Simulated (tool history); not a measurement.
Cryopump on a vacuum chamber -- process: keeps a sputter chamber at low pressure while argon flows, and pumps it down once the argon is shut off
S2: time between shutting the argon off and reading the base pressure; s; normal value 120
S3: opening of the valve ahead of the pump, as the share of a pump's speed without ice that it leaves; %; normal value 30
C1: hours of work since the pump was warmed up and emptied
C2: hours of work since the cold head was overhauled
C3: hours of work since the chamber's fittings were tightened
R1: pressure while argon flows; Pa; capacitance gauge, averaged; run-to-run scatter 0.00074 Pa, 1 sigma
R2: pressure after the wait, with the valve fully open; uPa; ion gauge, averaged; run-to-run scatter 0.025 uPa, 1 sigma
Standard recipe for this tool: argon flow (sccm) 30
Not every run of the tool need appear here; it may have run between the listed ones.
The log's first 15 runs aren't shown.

{"run": 16, "day": 30.854, "argon flow (sccm)": 30, "S2": 120, "S3": 30, "C1": 402, "C2": 1578, "C3": 1728, "R1": 0.1412, "R2": 1.31}
{"run": 17, "day": 33.579, "argon flow (sccm)": 30, "S2": 120, "S3": 45, "C1": 455, "C2": 1630, "C3": 1780, "R1": 0.0961, "R2": 1.32}
{"run": 18, "day": 35.65, "argon flow (sccm)": 31, "S2": 217, "S3": 30, "C1": 495, "C2": 1670, "C3": 1820, "R1": 0.1459, "R2": 1.03}
{"run": 19, "day": 38.283, "argon flow (sccm)": 42, "S2": 217, "S3": 37, "C1": 545, "C2": 1721, "C3": 1871, "R1": 0.1639, "R2": 1.06}
{"run": 20, "day": 41.0, "argon flow (sccm)": 13, "S2": 40, "S3": 17, "C1": 598, "C2": 1773, "C3": 1924, "R1": 0.1081, "R2": 2.93}
{"run": 21, "day": 42.8, "argon flow (sccm)": 30, "S2": 199, "S3": 45, "C1": 632, "C2": 1808, "C3": 1958, "R1": 0.0983, "R2": 1.1}
{"run": 22, "day": 45.7, "argon flow (sccm)": 30, "S2": 120, "S3": 16, "C1": 688, "C2": 1864, "C3": 2014, "R1": 0.2627, "R2": 1.44}
{"run": 23, "day": 47.225, "argon flow (sccm)": 29, "S2": 39, "S3": 49, "C1": 718, "C2": 1893, "C3": 2044, "R1": 0.0883, "R2": 2.95}

For run 24, what comes out?
{"run": 24, "day": 48.479, "argon flow (sccm)": 53, "S2": 205, "S3": 49, "C1": 742, "C2": 1918, "C3": 2068, "R1": "?", "R2": "?"}

Run 24 produced R1 0.163 Pa, R2 1.09 uPa.
Without the tool's hidden state the same run would have given R1 0.1482 Pa, R2 0.68 uPa.
